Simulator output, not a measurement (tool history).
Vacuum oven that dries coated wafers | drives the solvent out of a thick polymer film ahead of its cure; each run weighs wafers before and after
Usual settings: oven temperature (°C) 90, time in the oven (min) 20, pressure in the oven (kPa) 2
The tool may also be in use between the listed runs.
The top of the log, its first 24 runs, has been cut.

run	hour	oven temperature (°C)	time in the oven (min)	pressure in the oven (kPa)	hours of work since the thermocouples were calibrated	hours of work since the vacuum gauge was cleaned of residue	solvent left in the film (%)
25	882.2	100	14	2	1071	1698	3.28
26	909.6	93	20	3.92	1087	1715	6.88
27	940	93	20	3.92	1106	1733	6.97
28	975.6	93	18	2	1127	1755	4.28
29	1029	91	18	1.04	1159	1787	3.14
30	1061.1	82	32	2	1179	1806	6.05
31	1098.6	98	32	7.11	1201	1829	9.58
32	1138	84	32	1.31	1225	1852	4
33	1173	84	32	1.31	1246	1873	4.1
34	1211	98	32	4.84	1269	1896	6.65
35	1251.8	86	32	3.85	1293	1921	8.79
# hour 1296: oven's thermocouples calibrated
36	1303.1	95	20	2.26	4	1950	3.86
37	1355.8	102	19	2.71	36	1982	3.38
38	1378.6	102	19	2.71	50	1996	3.37
39	1417.4	102	19	1.07	73	2019	1.61
40	1443.6	90	25	4.72	89	2035	8.64
# hour 1453.1: vacuum gauge cleaned of residue and calibrated
41	1490.1	90	22	4.73	116	22	8.31
42	1541.9	90	22	4.73	147	53	8.35
43	1570.6	90	13	7.2	164	71	13.35
44	1622.2	102	11	2	195	102	3.16
45	1652.6	90	17	2	214	120	4.62
46	1696.1	90	10	2.9	240	146	8
47	1730	90	20	4.53	260	167	8.25
48	1776.6	80	36	1.41	288	195	4.13

What if the next run were any one of these 3? Each begins from the tool's condition after run 48:
A	1808.6	90	27	1.87	308	214	?
B	1808.6	101	14	1.45	308	214	?
C	1808.6	80	36	3.74	308	214	?

run	solvent left in the film (%)
A	3.39
B	2.16
C	9.72
What these runs would have given with no unlogged condition in the tool:
run	solvent left in the film (%)
A	3.27
B	2.07
C	9.47

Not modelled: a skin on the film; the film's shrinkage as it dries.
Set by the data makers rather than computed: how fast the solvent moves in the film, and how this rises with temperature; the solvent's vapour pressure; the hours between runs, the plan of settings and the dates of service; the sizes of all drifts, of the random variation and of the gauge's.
